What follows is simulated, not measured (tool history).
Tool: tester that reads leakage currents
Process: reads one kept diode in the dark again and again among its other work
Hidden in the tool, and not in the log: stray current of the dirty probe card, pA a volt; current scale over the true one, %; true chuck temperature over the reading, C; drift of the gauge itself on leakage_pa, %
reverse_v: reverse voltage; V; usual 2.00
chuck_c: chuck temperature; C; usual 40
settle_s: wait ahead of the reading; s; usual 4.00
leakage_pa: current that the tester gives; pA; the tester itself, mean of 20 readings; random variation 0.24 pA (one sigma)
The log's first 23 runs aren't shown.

run,day,reverse_v,chuck_c,settle_s,hours of work since the probe card was cleaned,hours of work since the tester was calibrated,hours of work since the chuck was calibrated,leakage_pa
24,46.975,15.17,24,3.20,2510,1283,436,77.74
25,48.225,15.17,34,0.92,2532,1305,457,143.42
26,50.696,1.31,35,1.93,2575,1348,500,43.30
27,52.646,1.31,35,1.93,2609,1382,534,42.96
28,54.675,1.31,54,0.55,2644,1418,570,160.73
29,57.246,1.31,54,0.55,2689,1462,615,159.42
30,59.000,4.25,40,4.00,2720,1493,645,105.39
31,60.833,4.04,40,2.56,2752,1525,677,102.71
32,62.146,4.04,40,2.30,2775,1548,700,102.40
33,64.754,9.52,40,4.00,2820,1593,745,155.31
34,66.617,9.52,36,4.00,2852,1626,778,119.60
35,68.692,17.17,40,4.00,2889,1662,814,211.60
36,70.054,12.26,40,0.45,2912,1685,838,184.09
37,71.600,15.89,40,4.00,2939,1712,864,201.53
38,74.000,15.89,40,4.00,2981,1754,906,201.46
39,75.838,15.89,40,4.00,3013,1786,938,200.50
40,77.433,15.89,40,4.00,3041,1814,966,199.50

3 ways to go on from here, each from the tool as it stands after run 40. What would each give?
A,78.854,16.71,26,1.68,3066,1839,991,?
B,78.854,1.14,52,9.82,3066,1839,991,?
C,78.854,2.80,40,2.32,3066,1839,991,?

run,leakage_pa
A,94.99
B,124.86
C,83.46
Without the tool's hidden state the same runs would have given:
run,leakage_pa
A,70.57
B,139.53
C,89.33

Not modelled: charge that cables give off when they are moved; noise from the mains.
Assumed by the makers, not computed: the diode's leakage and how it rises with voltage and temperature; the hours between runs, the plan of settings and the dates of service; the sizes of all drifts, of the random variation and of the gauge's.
